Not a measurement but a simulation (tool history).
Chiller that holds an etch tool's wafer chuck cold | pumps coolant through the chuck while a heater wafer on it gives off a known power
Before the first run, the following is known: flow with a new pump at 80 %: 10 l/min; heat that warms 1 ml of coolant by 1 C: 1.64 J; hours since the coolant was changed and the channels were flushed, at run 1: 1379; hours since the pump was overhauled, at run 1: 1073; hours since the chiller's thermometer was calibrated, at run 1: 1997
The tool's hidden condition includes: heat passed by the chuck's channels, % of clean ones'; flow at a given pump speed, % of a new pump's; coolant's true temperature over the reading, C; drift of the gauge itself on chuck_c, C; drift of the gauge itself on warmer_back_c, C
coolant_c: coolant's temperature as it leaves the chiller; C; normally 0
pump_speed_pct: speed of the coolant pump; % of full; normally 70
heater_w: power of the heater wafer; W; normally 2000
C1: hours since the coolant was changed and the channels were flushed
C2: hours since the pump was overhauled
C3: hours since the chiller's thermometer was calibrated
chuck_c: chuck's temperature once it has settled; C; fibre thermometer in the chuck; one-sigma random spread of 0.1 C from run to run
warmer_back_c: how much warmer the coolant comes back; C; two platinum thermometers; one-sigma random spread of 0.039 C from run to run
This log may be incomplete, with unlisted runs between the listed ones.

{"run": 1, "hour": 0.0, "coolant_c": 0, "pump_speed_pct": 70, "heater_w": 2000, "C1": 1379, "C2": 1073, "C3": 1997, "chuck_c": 15.8, "warmer_back_c": 8.59}
{"run": 2, "hour": 19.9, "coolant_c": 0, "pump_speed_pct": 94, "heater_w": 2000, "C1": 1399, "C2": 1093, "C3": 2017, "chuck_c": 12.4, "warmer_back_c": 6.02}
{"run": 3, "hour": 44.3, "coolant_c": 0, "pump_speed_pct": 70, "heater_w": 2000, "C1": 1423, "C2": 1117, "C3": 2041, "chuck_c": 15.9, "warmer_back_c": 8.48}
{"run": 4, "hour": 68.8, "coolant_c": 0, "pump_speed_pct": 70, "heater_w": 2000, "C1": 1448, "C2": 1142, "C3": 2066, "chuck_c": 15.7, "warmer_back_c": 8.46}
{"run": 5, "hour": 84.2, "coolant_c": 2, "pump_speed_pct": 70, "heater_w": 2000, "C1": 1463, "C2": 1157, "C3": 2081, "chuck_c": 17.6, "warmer_back_c": 8.5}
{"run": 6, "hour": 105.3, "coolant_c": 2, "pump_speed_pct": 70, "heater_w": 2000, "C1": 1484, "C2": 1178, "C3": 2102, "chuck_c": 17.7, "warmer_back_c": 8.44}
{"run": 7, "hour": 132.4, "coolant_c": 2, "pump_speed_pct": 70, "heater_w": 2000, "C1": 1511, "C2": 1205, "C3": 2129, "chuck_c": 17.7, "warmer_back_c": 8.49}
{"run": 8, "hour": 153.2, "coolant_c": 2, "pump_speed_pct": 70, "heater_w": 2000, "C1": 1532, "C2": 1226, "C3": 2150, "chuck_c": 17.7, "warmer_back_c": 8.51}
{"run": 9, "hour": 183.1, "coolant_c": 0, "pump_speed_pct": 70, "heater_w": 2000, "C1": 1562, "C2": 1256, "C3": 2180, "chuck_c": 15.8, "warmer_back_c": 8.45}
{"run": 10, "hour": 203.9, "coolant_c": 7, "pump_speed_pct": 70, "heater_w": 2000, "C1": 1583, "C2": 1277, "C3": 2201, "chuck_c": 22.8, "warmer_back_c": 8.53}
{"run": 11, "hour": 236.6, "coolant_c": -4, "pump_speed_pct": 70, "heater_w": 2000, "C1": 1616, "C2": 1309, "C3": 2233, "chuck_c": 11.8, "warmer_back_c": 8.37}
{"run": 12, "hour": 254.6, "coolant_c": -4, "pump_speed_pct": 70, "heater_w": 2000, "C1": 1634, "C2": 1327, "C3": 2251, "chuck_c": 11.7, "warmer_back_c": 8.4}
{"run": 13, "hour": 269.4, "coolant_c": 0, "pump_speed_pct": 70, "heater_w": 2000, "C1": 1648, "C2": 1342, "C3": 2266, "chuck_c": 15.8, "warmer_back_c": 8.4}
{"run": 14, "hour": 297.4, "coolant_c": 0, "pump_speed_pct": 70, "heater_w": 2000, "C1": 1676, "C2": 1370, "C3": 2294, "chuck_c": 15.8, "warmer_back_c": 8.34}
{"run": 15, "hour": 321.1, "coolant_c": 0, "pump_speed_pct": 70, "heater_w": 2000, "C1": 1700, "C2": 1394, "C3": 2318, "chuck_c": 15.7, "warmer_back_c": 8.4}

Predict the results of run 16:
{"run": 16, "hour": 337.2, "coolant_c": 0, "pump_speed_pct": 70, "heater_w": 2000, "C1": 1716, "C2": 1410, "C3": 2334, "chuck_c": "?", "warmer_back_c": "?"}

{"run 16": {"chuck_c": 15.7, "warmer_back_c": 8.44}}
With the hidden condition absent and the run-to-run variation left alone, this run would have shown chuck_c 15.7 C, warmer_back_c 8.56 C.
